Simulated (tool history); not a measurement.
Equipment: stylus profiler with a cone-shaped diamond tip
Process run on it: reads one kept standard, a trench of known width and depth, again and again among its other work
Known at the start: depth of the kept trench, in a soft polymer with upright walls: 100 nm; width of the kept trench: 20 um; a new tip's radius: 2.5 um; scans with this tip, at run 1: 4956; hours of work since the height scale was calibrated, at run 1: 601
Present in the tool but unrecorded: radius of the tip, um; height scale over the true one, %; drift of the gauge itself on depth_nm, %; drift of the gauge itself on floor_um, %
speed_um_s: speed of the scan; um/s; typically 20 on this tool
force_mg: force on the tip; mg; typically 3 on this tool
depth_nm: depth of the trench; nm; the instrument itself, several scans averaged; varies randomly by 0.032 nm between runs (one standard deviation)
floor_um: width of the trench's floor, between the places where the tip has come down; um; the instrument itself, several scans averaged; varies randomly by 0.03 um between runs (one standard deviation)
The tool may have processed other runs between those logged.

run   hour  speed_um_s  force_mg  scans with this tip  hours of work since the height scale was calibrated  depth_nm  floor_um
  1    0.0          20         3                 4956                                                  601    101.69     18.33
  2   39.8          20         3                 5219                                                  633    101.69     18.29
  3   72.4           5         3                 5433                                                  659    101.64     18.31
  4  106.3          15         3                 5657                                                  686    101.70     18.28
  5  149.2          15         3                 5939                                                  721    101.64     18.25
  6  196.0          15         3                 6247                                                  758    101.63     18.22
  7  217.9          15         3                 6391                                                  776    101.60     18.24
  8  245.5          15         3                 6573                                                  798    101.68     18.17
  9  283.8          20         3                 6825                                                  828    101.65     18.24
 10  325.1          20         3                 7097                                                  861    101.61     18.18
 11  371.1          20         3                 7400                                                  898    101.61     18.15
 12  395.0          20         3                 7558                                                  917    101.60     18.22
 13  426.6          36         3                 7765                                                  942    101.58     18.13
 14  472.3          36         3                 8067                                                  979    101.60     18.09

Expected results for the next run?
 15  494.6          36         3                 8214                                                  997         ?         ?

{"run 15": {"depth_nm": 101.64, "floor_um": 18.08}}
With no hidden state in the tool, this same run would have given depth_nm 101.91 nm, floor_um 18.44 um.
